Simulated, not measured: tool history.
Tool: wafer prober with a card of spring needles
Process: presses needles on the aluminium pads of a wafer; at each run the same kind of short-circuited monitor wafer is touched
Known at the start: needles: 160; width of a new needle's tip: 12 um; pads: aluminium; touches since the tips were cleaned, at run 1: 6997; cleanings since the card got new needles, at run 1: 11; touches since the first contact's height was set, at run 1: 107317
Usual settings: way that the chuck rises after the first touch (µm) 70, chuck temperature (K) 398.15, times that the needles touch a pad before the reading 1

run,hour,way that the chuck rises after the first touch (µm),chuck temperature (K),times that the needles touch a pad before the reading,touches since the tips were cleaned,cleanings since the card got new needles,touches since the first contact's height was set,resistance of one needle with its contact and lead (mohm),way that a needle slides on the pad (µm)
1,0,70,398.15,1,6997,11,107317,228,13.11
# hour 4: tips cleaned on abrasive film
2,4.6,70,398.15,1,174,12,108595,224,13.07
3,12.6,70,398.15,1,2441,12,110862,228,13.09
4,22.3,66,398.15,1,5205,12,113626,230,12.37
5,28.3,66,398.15,1,6905,12,115326,224,12.38
# hour 32.4: tips cleaned on abrasive film
6,35.6,66,398.15,1,926,13,117391,228,12.36
7,41.8,70,398.15,1,2677,13,119142,226,13.13
8,46.6,70,398.15,1,4032,13,120497,229,13.17
9,54.8,70,366.15,1,6372,13,122837,220,13.19
# hour 60.9: tips cleaned on abrasive film
10,64.7,70,366.15,1,1090,14,125633,220,13.15
11,70.2,70,398.15,1,2633,14,127176,226,13.27
12,76.1,70,398.15,1,4324,14,128867,222,13.19
13,85.8,70,398.15,1,7075,14,131618,228,13.23
# hour 89.4: tips cleaned on abrasive film
14,92.1,76,398.15,1,765,15,133365,225,14.4
15,100.7,70,398.15,3,3218,15,135818,226,13.32
16,105.9,70,398.15,3,4694,15,137294,229,13.3
17,114.3,70,398.15,3,7075,15,139675,227,13.32
# hour 118.4: tips cleaned on abrasive film
18,123.2,70,398.15,1,1347,16,142178,229,13.32
19,133,70,398.15,1,4138,16,144969,228,13.28
20,139.3,74,398.15,1,5932,16,146763,226,14.15
21,143.8,56,387.15,1,7215,16,148046,231,10.67
# hour 147: tips cleaned on abrasive film
22,150.9,70,398.15,2,1099,17,150031,224,13.33
# hour 155.2: gauge calibrated
23,158.5,70,398.15,1,3254,17,152186,227,13.03
24,164.7,67,352.15,3,5013,17,153945,216,12.53
25,173.5,67,352.15,3,7531,17,156463,214,12.55
# hour 175.6: tips cleaned on abrasive film
26,180.5,67,352.15,3,1387,18,158423,218,12.48
27,189.5,51,372.15,1,3935,18,160971,224,9.57
28,196.9,51,372.15,1,6053,18,163089,229,9.59
# hour 204.2: tips cleaned on abrasive film
29,204.2,54,398.15,1,0,19,165124,227,10.11
30,213.6,59,398.15,1,2657,19,167781,228,11.08
31,221,70,361.15,1,4765,19,169889,218,13.19
32,225.7,66,346.15,3,6115,19,171239,210,12.48
33,231.3,66,346.15,3,7705,19,172829,218,12.44
# hour 232.7: tips cleaned on abrasive film
34,239.4,66,322.15,3,1897,20,175103,208,12.46
35,247.2,66,322.15,3,4115,20,177321,209,12.48

3 ways to go on from here, each from the tool as it stands after run 35. What would each give?
A,256.7,52,302.15,2,6813,20,180019,?,?
B,256.7,60,329.15,1,6813,20,180019,?,?
C,256.7,70,320.15,1,6813,20,180019,?,?

run,resistance of one needle with its contact and lead (mohm),way that a needle slides on the pad (µm)
A,211,9.89
B,212,11.35
C,210,13.23
Without the tool's hidden state the same runs would have given:
run,resistance of one needle with its contact and lead (mohm),way that a needle slides on the pad (µm)
A,210,9.73
B,211,11.17
C,209,13.02
